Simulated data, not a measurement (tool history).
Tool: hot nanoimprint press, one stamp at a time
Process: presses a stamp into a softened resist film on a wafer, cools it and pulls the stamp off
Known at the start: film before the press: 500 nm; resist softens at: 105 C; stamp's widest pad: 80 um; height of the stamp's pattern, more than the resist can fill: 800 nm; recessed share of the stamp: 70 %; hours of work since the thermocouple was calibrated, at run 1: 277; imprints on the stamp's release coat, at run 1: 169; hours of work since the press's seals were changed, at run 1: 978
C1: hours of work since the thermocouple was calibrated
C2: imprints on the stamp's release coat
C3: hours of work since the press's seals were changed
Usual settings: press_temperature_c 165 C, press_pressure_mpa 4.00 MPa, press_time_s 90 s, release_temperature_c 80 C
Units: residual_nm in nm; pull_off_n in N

{"run": 1, "day": 0.0, "press_temperature_c": 165, "press_pressure_mpa": 4.0, "press_time_s": 90, "release_temperature_c": 80, "C1": 277, "C2": 169, "C3": 978, "residual_nm": 209.9, "pull_off_n": 137}
{"day": 3.058, "done": "plate thermocouple calibrated"}
{"run": 2, "day": 4.088, "press_temperature_c": 165, "press_pressure_mpa": 4.0, "press_time_s": 90, "release_temperature_c": 80, "C1": 16, "C2": 549, "C3": 1040, "residual_nm": 207.9, "pull_off_n": 142}
{"run": 3, "day": 6.088, "press_temperature_c": 165, "press_pressure_mpa": 4.0, "press_time_s": 90, "release_temperature_c": 80, "C1": 48, "C2": 741, "C3": 1072, "residual_nm": 207.7, "pull_off_n": 147}
{"run": 4, "day": 9.371, "press_temperature_c": 174, "press_pressure_mpa": 4.0, "press_time_s": 90, "release_temperature_c": 80, "C1": 99, "C2": 1055, "C3": 1124, "residual_nm": 140.1, "pull_off_n": 149}
{"run": 5, "day": 11.412, "press_temperature_c": 167, "press_pressure_mpa": 4.0, "press_time_s": 90, "release_temperature_c": 80, "C1": 132, "C2": 1251, "C3": 1156, "residual_nm": 188.8, "pull_off_n": 152}
{"run": 6, "day": 13.092, "press_temperature_c": 174, "press_pressure_mpa": 4.0, "press_time_s": 90, "release_temperature_c": 80, "C1": 158, "C2": 1412, "C3": 1182, "residual_nm": 139.2, "pull_off_n": 155}
{"day": 15.146, "done": "plate thermocouple calibrated, once more"}
{"day": 15.396, "done": "stamp cleaned and given a new release coat"}
{"run": 7, "day": 15.467, "press_temperature_c": 165, "press_pressure_mpa": 4.0, "press_time_s": 66, "release_temperature_c": 80, "C1": 1, "C2": 7, "C3": 1214, "residual_nm": 235.3, "pull_off_n": 138}
{"run": 8, "day": 19.062, "press_temperature_c": 165, "press_pressure_mpa": 4.0, "press_time_s": 66, "release_temperature_c": 80, "C1": 58, "C2": 352, "C3": 1270, "residual_nm": 234.4, "pull_off_n": 139}
{"run": 9, "day": 22.6, "press_temperature_c": 165, "press_pressure_mpa": 4.0, "press_time_s": 90, "release_temperature_c": 76, "C1": 113, "C2": 691, "C3": 1326, "residual_nm": 210.4, "pull_off_n": 158}
{"run": 10, "day": 24.633, "press_temperature_c": 165, "press_pressure_mpa": 4.0, "press_time_s": 90, "release_temperature_c": 76, "C1": 145, "C2": 886, "C3": 1358, "residual_nm": 210.1, "pull_off_n": 162}
{"day": 25.775, "done": "press's hydraulic seals changed and the load cell set to zero"}
{"run": 11, "day": 27.058, "press_temperature_c": 165, "press_pressure_mpa": 4.0, "press_time_s": 90, "release_temperature_c": 76, "C1": 178, "C2": 1086, "C3": 20, "residual_nm": 205.4, "pull_off_n": 162}
{"run": 12, "day": 30.938, "press_temperature_c": 165, "press_pressure_mpa": 4.0, "press_time_s": 90, "release_temperature_c": 86, "C1": 240, "C2": 1459, "C3": 81, "residual_nm": 204.3, "pull_off_n": 136}
{"day": 32.446, "done": "stamp cleaned and given a new release coat"}
{"run": 13, "day": 32.917, "press_temperature_c": 165, "press_pressure_mpa": 4.0, "press_time_s": 90, "release_temperature_c": 86, "C1": 267, "C2": 46, "C3": 109, "residual_nm": 203.5, "pull_off_n": 120}
{"run": 14, "day": 35.975, "press_temperature_c": 165, "press_pressure_mpa": 4.0, "press_time_s": 90, "release_temperature_c": 86, "C1": 315, "C2": 339, "C3": 157, "residual_nm": 203.1, "pull_off_n": 122}
{"day": 36.496, "done": "plate thermocouple calibrated"}
{"run": 15, "day": 38.892, "press_temperature_c": 165, "press_pressure_mpa": 4.0, "press_time_s": 90, "release_temperature_c": 86, "C1": 38, "C2": 606, "C3": 201, "residual_nm": 209.5, "pull_off_n": 128}
{"run": 16, "day": 42.162, "press_temperature_c": 165, "press_pressure_mpa": 4.0, "press_time_s": 90, "release_temperature_c": 86, "C1": 89, "C2": 920, "C3": 252, "residual_nm": 209.1, "pull_off_n": 132}
{"run": 17, "day": 44.275, "press_temperature_c": 165, "press_pressure_mpa": 4.0, "press_time_s": 90, "release_temperature_c": 86, "C1": 122, "C2": 1123, "C3": 285, "residual_nm": 209.0, "pull_off_n": 133}
{"run": 18, "day": 47.088, "press_temperature_c": 177, "press_pressure_mpa": 3.79, "press_time_s": 83, "release_temperature_c": 81, "C1": 167, "C2": 1392, "C3": 330, "residual_nm": 132.1, "pull_off_n": 152}
{"run": 19, "day": 48.792, "press_temperature_c": 163, "press_pressure_mpa": 4.08, "press_time_s": 90, "release_temperature_c": 81, "C1": 194, "C2": 1556, "C3": 357, "residual_nm": 224.7, "pull_off_n": 154}
{"day": 49.242, "done": "stamp cleaned and given a new release coat"}
{"run": 20, "day": 50.879, "press_temperature_c": 166, "press_pressure_mpa": 4.08, "press_time_s": 158, "release_temperature_c": 81, "C1": 223, "C2": 157, "C3": 386, "residual_nm": 159.8, "pull_off_n": 134}
{"run": 21, "day": 53.167, "press_temperature_c": 166, "press_pressure_mpa": 4.08, "press_time_s": 158, "release_temperature_c": 81, "C1": 259, "C2": 376, "C3": 422, "residual_nm": 159.4, "pull_off_n": 139}
{"run": 22, "day": 56.717, "press_temperature_c": 165, "press_pressure_mpa": 5.28, "press_time_s": 90, "release_temperature_c": 70, "C1": 315, "C2": 717, "C3": 477, "residual_nm": 175.8, "pull_off_n": 175}
{"day": 57.225, "done": "plate thermocouple calibrated"}
{"run": 23, "day": 60.283, "press_temperature_c": 165, "press_pressure_mpa": 5.6, "press_time_s": 90, "release_temperature_c": 76, "C1": 48, "C2": 1047, "C3": 532, "residual_nm": 175.4, "pull_off_n": 162}
{"run": 24, "day": 63.767, "press_temperature_c": 165, "press_pressure_mpa": 5.6, "press_time_s": 179, "release_temperature_c": 88, "C1": 103, "C2": 1381, "C3": 587, "residual_nm": 136.0, "pull_off_n": 131}
{"day": 66.046, "done": "stamp cleaned and given a new release coat"}
{"run": 25, "day": 66.046, "press_temperature_c": 165, "press_pressure_mpa": 5.6, "press_time_s": 179, "release_temperature_c": 88, "C1": 135, "C2": 0, "C3": 619, "residual_nm": 136.0, "pull_off_n": 115}
{"run": 26, "day": 69.458, "press_temperature_c": 158, "press_pressure_mpa": 5.6, "press_time_s": 59, "release_temperature_c": 74, "C1": 189, "C2": 327, "C3": 672, "residual_nm": 278.0, "pull_off_n": 156}
{"run": 27, "day": 71.683, "press_temperature_c": 158, "press_pressure_mpa": 6.01, "press_time_s": 58, "release_temperature_c": 74, "C1": 224, "C2": 540, "C3": 707, "residual_nm": 269.5, "pull_off_n": 160}
{"run": 28, "day": 75.808, "press_temperature_c": 158, "press_pressure_mpa": 4.85, "press_time_s": 58, "release_temperature_c": 74, "C1": 289, "C2": 936, "C3": 772, "residual_nm": 296.0, "pull_off_n": 167}
{"day": 78.146, "done": "plate thermocouple calibrated"}
{"run": 29, "day": 79.025, "press_temperature_c": 165, "press_pressure_mpa": 2.62, "press_time_s": 85, "release_temperature_c": 80, "C1": 14, "C2": 1232, "C3": 821, "residual_nm": 268.9, "pull_off_n": 149}

Measured less the same run without the tool's hidden state. The same run-to-run variation is in both; the gauge's scatter may not be:
The hidden state here: true temperature over the reading, C; pressure that arrives at the usual setting, %; grip of the stamp's worn release coat, % over a new coat's; drift of the gauge itself on residual_nm, %; drift of the gauge itself on pull_off_n, %.
run=1 residual_nm=+0.4 pull_off_n=+2
run=2 residual_nm=-1.4 pull_off_n=+6
run=3 residual_nm=-1.9 pull_off_n=+8
run=4 residual_nm=-1.4 pull_off_n=+12
run=5 residual_nm=-2.8 pull_off_n=+15
run=6 residual_nm=-1.9 pull_off_n=+17
run=7 residual_nm=+3.0 pull_off_n=+0
run=8 residual_nm=+2.1 pull_off_n=+4
run=9 residual_nm=+1.1 pull_off_n=+9
run=10 residual_nm=+0.7 pull_off_n=+12
run=11 residual_nm=-4.3 pull_off_n=+15
run=12 residual_nm=-5.2 pull_off_n=+16
run=13 residual_nm=-5.7 pull_off_n=-1
run=14 residual_nm=-6.5 pull_off_n=+2
run=15 residual_nm=+0.3 pull_off_n=+8
run=16 residual_nm=-0.5 pull_off_n=+11
run=17 residual_nm=-0.9 pull_off_n=+13
run=18 residual_nm=-0.8 pull_off_n=+18
run=19 residual_nm=-2.2 pull_off_n=+20
run=20 residual_nm=-1.9 pull_off_n=+1
run=21 residual_nm=-2.4 pull_off_n=+4
run=22 residual_nm=-2.9 pull_off_n=+10
run=23 residual_nm=+2.6 pull_off_n=+16
run=24 residual_nm=+1.6 pull_off_n=+16
run=25 residual_nm=+1.3 pull_off_n=+0
run=26 residual_nm=+1.0 pull_off_n=+4
run=27 residual_nm=+0.6 pull_off_n=+8
run=28 residual_nm=-1.4 pull_off_n=+13
run=29 residual_nm=+2.4 pull_off_n=+17

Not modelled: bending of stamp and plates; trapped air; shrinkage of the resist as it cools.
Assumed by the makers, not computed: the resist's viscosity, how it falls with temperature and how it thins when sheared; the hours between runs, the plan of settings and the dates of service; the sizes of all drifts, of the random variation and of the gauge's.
